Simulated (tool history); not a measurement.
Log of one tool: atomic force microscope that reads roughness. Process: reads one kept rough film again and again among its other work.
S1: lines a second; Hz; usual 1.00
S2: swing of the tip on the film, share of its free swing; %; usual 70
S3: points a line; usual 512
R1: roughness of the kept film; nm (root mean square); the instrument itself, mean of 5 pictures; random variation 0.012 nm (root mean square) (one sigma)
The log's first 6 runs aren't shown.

At hour 306.9: new tip fitted.
Run 7, hour 352.5: usual settings but S1 2.22 Hz. Result: R1 2.654 nm (root mean square).
Run 8, hour 412.5: usual settings. Result: R1 2.553 nm (root mean square).
At hour 457.4: new tip fitted.
Run 9, hour 486.9: usual settings but S3 796. Result: R1 2.787 nm (root mean square).
Run 10, hour 561.6: usual settings but S3 992. Result: R1 2.511 nm (root mean square).
At hour 607.5: new tip fitted.
Run 11, hour 613.1: usual settings but S3 992. Result: R1 2.893 nm (root mean square).
Run 12, hour 657.1: usual settings but S2 73 %, S3 992. Result: R1 2.709 nm (root mean square).
Run 13, hour 727.1: usual settings but S2 73 %, S3 992. Result: R1 2.488 nm (root mean square).
At hour 760.6: new tip fitted.
Run 14, hour 780.7: usual settings. Result: R1 2.818 nm (root mean square).
Run 15, hour 854.7: usual settings but S1 1.76 Hz. Result: R1 2.549 nm (root mean square).
Run 16, hour 898.6: usual settings but S1 1.76 Hz. Result: R1 2.417 nm (root mean square).
At hour 912.6: new tip fitted.
Run 17, hour 971.9: usual settings but S1 1.76 Hz, S3 967. Result: R1 2.648 nm (root mean square).
Run 18, hour 1025.0: usual settings but S1 1.76 Hz, S3 967. Result: R1 2.493 nm (root mean square).
At hour 1062.9: new tip fitted.
Run 19, hour 1079.1: usual settings but S1 1.76 Hz, S3 967. Result: R1 2.812 nm (root mean square).
Run 20, hour 1115.5: usual settings. Result: R1 2.715 nm (root mean square).
Run 21, hour 1155.6: usual settings but S1 2.02 Hz, S2 64 %, S3 454. Result: R1 2.546 nm (root mean square).

The next listed run, before its measurement:
At hour 1212.9: new tip fitted.
Run 22, hour 1219.7: usual settings but S1 0.62 Hz, S2 64 %, S3 301. Result: R1 ?.

R1: 2.924 nm (root mean square)
Without the tool's hidden state the same run would have given R1 2.918 nm (root mean square).
